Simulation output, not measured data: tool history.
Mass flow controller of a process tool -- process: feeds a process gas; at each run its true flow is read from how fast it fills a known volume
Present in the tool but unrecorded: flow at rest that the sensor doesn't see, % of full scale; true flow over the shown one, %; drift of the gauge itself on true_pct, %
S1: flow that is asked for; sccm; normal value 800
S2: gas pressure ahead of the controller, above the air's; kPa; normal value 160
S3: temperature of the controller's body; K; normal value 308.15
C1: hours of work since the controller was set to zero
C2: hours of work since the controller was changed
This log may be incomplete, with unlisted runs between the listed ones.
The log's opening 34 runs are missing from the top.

{"run": 35, "day": 196.729, "S1": 879, "S2": 160, "S3": 298.15, "C1": 2118, "C2": 2118, "true flow (%)": 98.99}
{"run": 36, "day": 202.821, "S1": 349, "S2": 221, "S3": 298.15, "C1": 2179, "C2": 2179, "true flow (%)": 97.94}
{"run": 37, "day": 207.192, "S1": 455, "S2": 214, "S3": 308.15, "C1": 2223, "C2": 2223, "true flow (%)": 97.43}
{"run": 38, "day": 211.642, "S1": 203, "S2": 172, "S3": 296.15, "C1": 2267, "C2": 2267, "true flow (%)": 97.3}
{"run": 39, "day": 215.346, "S1": 218, "S2": 186, "S3": 295.15, "C1": 2304, "C2": 2304, "true flow (%)": 97.54}
{"run": 40, "day": 221.433, "S1": 190, "S2": 240, "S3": 310.15, "C1": 2365, "C2": 2365, "true flow (%)": 96.23}
{"run": 41, "day": 224.996, "S1": 609, "S2": 163, "S3": 300.15, "C1": 2401, "C2": 2401, "true flow (%)": 98.33}
{"run": 42, "day": 228.617, "S1": 220, "S2": 213, "S3": 305.15, "C1": 2437, "C2": 2437, "true flow (%)": 96.85}

What if the next run were any one of these 3? Each begins from the tool's condition after run 42:
{"run": "A", "day": 231.729, "S1": 519, "S2": 213, "S3": 308.15, "C1": 2468, "C2": 2468, "true flow (%)": "?"}
{"run": "B", "day": 231.729, "S1": 957, "S2": 213, "S3": 303.15, "C1": 2468, "C2": 2468, "true flow (%)": "?"}
{"run": "C", "day": 231.729, "S1": 356, "S2": 160, "S3": 308.15, "C1": 2468, "C2": 2468, "true flow (%)": "?"}

run=A true_flow_(%)=97.70
run=B true_flow_(%)=98.79
run=C true_flow_(%)=97.02
What these runs would have given with no unlogged condition in the tool:
run=A true_flow_(%)=98.77
run=B true_flow_(%)=99.62
run=C true_flow_(%)=98.32
